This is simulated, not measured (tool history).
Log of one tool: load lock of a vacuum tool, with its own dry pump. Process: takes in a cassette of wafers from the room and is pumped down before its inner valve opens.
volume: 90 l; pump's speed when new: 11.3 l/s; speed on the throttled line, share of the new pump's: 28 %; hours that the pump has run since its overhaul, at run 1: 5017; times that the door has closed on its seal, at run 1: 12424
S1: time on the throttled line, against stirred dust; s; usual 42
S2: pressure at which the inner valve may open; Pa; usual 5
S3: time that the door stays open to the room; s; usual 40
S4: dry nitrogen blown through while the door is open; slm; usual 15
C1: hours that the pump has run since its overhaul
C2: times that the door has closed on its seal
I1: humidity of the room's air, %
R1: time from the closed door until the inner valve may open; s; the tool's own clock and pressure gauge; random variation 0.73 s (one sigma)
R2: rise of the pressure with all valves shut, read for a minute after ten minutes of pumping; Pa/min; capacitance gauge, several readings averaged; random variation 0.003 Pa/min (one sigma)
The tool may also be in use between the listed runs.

Run 1, hour 0: usual settings; C1 5017; C2 12424; I1 45.6. Result: R1 114.6 s, R2 0.193 Pa/min.
Run 2, hour 217.2: usual settings; C1 5234; C2 13508; I1 44.4. Result: R1 116.2 s, R2 0.218 Pa/min.
Run 3, hour 379.8: usual settings but S2 8 Pa; C1 5396; C2 14319; I1 43.3. Result: R1 110 s, R2 0.236 Pa/min.
Run 4, hour 579.4: usual settings; C1 5596; C2 15315; I1 43.6. Result: R1 115.2 s, R2 0.265 Pa/min.
Run 5, hour 852.5: usual settings; C1 5869; C2 16677; I1 43.7. Result: R1 115 s, R2 0.291 Pa/min.
Run 6, hour 1169.8: usual settings; C1 6186; C2 18260; I1 44.2. Result: R1 116.5 s, R2 0.345 Pa/min.
Run 7, hour 1469.5: usual settings; C1 6486; C2 19755; I1 43.5. Result: R1 116.1 s, R2 0.386 Pa/min.
Run 8, hour 1622.1: usual settings; C1 6639; C2 20517; I1 44.2. Result: R1 117.1 s, R2 0.403 Pa/min.
Run 9, hour 1783.4: usual settings but S3 129 s; C1 6800; C2 21321; I1 42.9. Result: R1 117.7 s, R2 0.429 Pa/min.
Run 10, hour 1964.7: usual settings but S3 129 s; C1 6981; C2 22226; I1 43.7. Result: R1 117 s, R2 0.451 Pa/min.
Run 11, hour 2211.8: usual settings but S3 129 s; C1 7228; C2 23458; I1 47.3. Result: R1 118.1 s, R2 0.495 Pa/min.
Run 12, hour 2452.7: usual settings but S3 129 s; C1 7469; C2 24660; I1 42.2. Result: R1 118 s, R2 0.542 Pa/min.
Run 13, hour 2646.7: usual settings but S3 78 s; C1 7663; C2 25628; I1 45.8. Result: R1 118.1 s, R2 0.568 Pa/min.
Run 14, hour 2816.6: usual settings but S3 78 s; C1 7833; C2 26476; I1 47. Result: R1 118.5 s, R2 0.589 Pa/min.
At hour 2842.1: door's seal changed, seat wiped.
Run 15, hour 3041: usual settings but S1 48 s; C1 8056; C2 993; I1 41.2. Result: R1 121.4 s, R2 0.018 Pa/min.
Run 16, hour 3262.2: usual settings; C1 8277; C2 2096; I1 45.8. Result: R1 118.9 s, R2 0.027 Pa/min.
Run 17, hour 3491.1: usual settings but S3 232 s; C1 8506; C2 3238; I1 47.1. Result: R1 119.7 s, R2 0.065 Pa/min.
Run 18, hour 3801: usual settings but S3 220 s; C1 8816; C2 4784; I1 46.1. Result: R1 118.7 s, R2 0.077 Pa/min.
Run 19, hour 3972.5: usual settings but S3 220 s; C1 8988; C2 5640; I1 41.5. Result: R1 119.5 s, R2 0.081 Pa/min.
Run 20, hour 4267.6: usual settings but S1 43 s, S2 9 Pa; C1 9283; C2 7112; I1 44.4. Result: R1 115.6 s, R2 0.089 Pa/min.
Run 21, hour 4453.4: usual settings but S1 37 s, S2 9 Pa, S3 29 s, S4 9 slm; C1 9469; C2 8038; I1 44.6. Result: R1 110.7 s, R2 0.098 Pa/min.
Run 22, hour 4655.5: usual settings but S1 37 s, S2 9 Pa, S3 29 s, S4 9 slm; C1 9671; C2 9047; I1 49.9. Result: R1 111.7 s, R2 0.119 Pa/min.
Run 23, hour 4958.8: usual settings but S1 37 s, S2 9 Pa, S3 29 s, S4 9 slm; C1 9974; C2 10560; I1 45.7. Result: R1 112.6 s, R2 0.144 Pa/min.
Run 24, hour 5127: usual settings but S1 37 s, S2 9 Pa, S3 29 s, S4 9 slm; C1 10142; C2 11399; I1 45.6. Result: R1 111.7 s, R2 0.157 Pa/min.
Run 25, hour 5292.4: usual settings but S1 41 s, S2 4 Pa, S3 32 s, S4 26 slm; C1 10308; C2 12224; I1 42.2. Result: R1 122.9 s, R2 0.171 Pa/min.
Run 26, hour 5594.1: usual settings but S1 37 s, S4 6 slm; C1 10609; C2 13729; I1 44. Result: R1 118.4 s, R2 0.218 Pa/min.
Run 27, hour 5753.9: usual settings but S1 30 s, S2 8 Pa, S3 27 s, S4 23 slm; C1 10769; C2 14526; I1 46.7. Result: R1 109.2 s, R2 0.226 Pa/min.
Run 28, hour 6013.8: usual settings but S4 31 slm; C1 11029; C2 15823; I1 43.3. Result: R1 120.9 s, R2 0.262 Pa/min.
Run 29, hour 6264: usual settings but S1 79 s, S2 7 Pa, S3 225 s, S4 24 slm; C1 11279; C2 17071; I1 45. Result: R1 143.1 s, R2 0.305 Pa/min.
Run 30, hour 6486.2: usual settings but S1 59 s, S4 10 slm; C1 11501; C2 18180; I1 40.6. Result: R1 133.7 s, R2 0.322 Pa/min.
Run 31, hour 6758.2: usual settings but S3 51 s, S4 26 slm; C1 11773; C2 19537; I1 47.1. Result: R1 122.2 s, R2 0.357 Pa/min.
Run 32, hour 7061.7: usual settings but S2 8 Pa, S3 179 s; C1 12077; C2 21051; I1 44.6. Result: R1 117.6 s, R2 0.416 Pa/min.
Run 33, hour 7379.2: usual settings but S3 51 s, S4 4 slm; C1 12394; C2 22635; I1 44.4. Result: R1 125.1 s, R2 0.468 Pa/min.
Run 34, hour 7609.1: usual settings but S3 51 s, S4 4 slm; C1 12624; C2 23781; I1 44.3. Result: R1 124.4 s, R2 0.495 Pa/min.
Run 35, hour 7743.1: usual settings but S3 51 s, S4 4 slm; C1 12758; C2 24450; I1 47.3. Result: R1 124.3 s, R2 0.527 Pa/min.
Run 36, hour 7939: usual settings but S3 51 s, S4 4 slm; C1 12954; C2 25427; I1 43.5. Result: R1 124.9 s, R2 0.56 Pa/min.
Run 37, hour 8118.4: usual settings but S3 51 s, S4 4 slm; C1 13134; C2 26322; I1 48.1. Result: R1 126 s, R2 0.593 Pa/min.

Forecast each of these 3 alternatives for the next run:
At hour 8164.3: door's seal changed, seat wiped.
Run A, hour 8270.5: usual settings but S3 86 s, S4 4 slm; C1 13284; C2 530; I1 42. Result: R1 ?, R2 ?.
At hour 8164.3: door's seal changed, seat wiped.
Run B, hour 8270.5: usual settings but S3 80 s; C1 13284; C2 530; I1 43.5. Result: R1 ?, R2 ?.
At hour 8164.3: door's seal changed, seat wiped.
Run C, hour 8270.5: usual settings but S3 168 s, S4 14 slm; C1 13284; C2 530; I1 44.2. Result: R1 ?, R2 ?.

run     R1     R2
  A  124.5  0.031
  B  125.2  0.019
  C  126.6  0.042
Without the tool's hidden state the same runs would have given:
run     R1     R2
  A  109.4  0.026
  B  109.9  0.014
  C  111.2  0.036
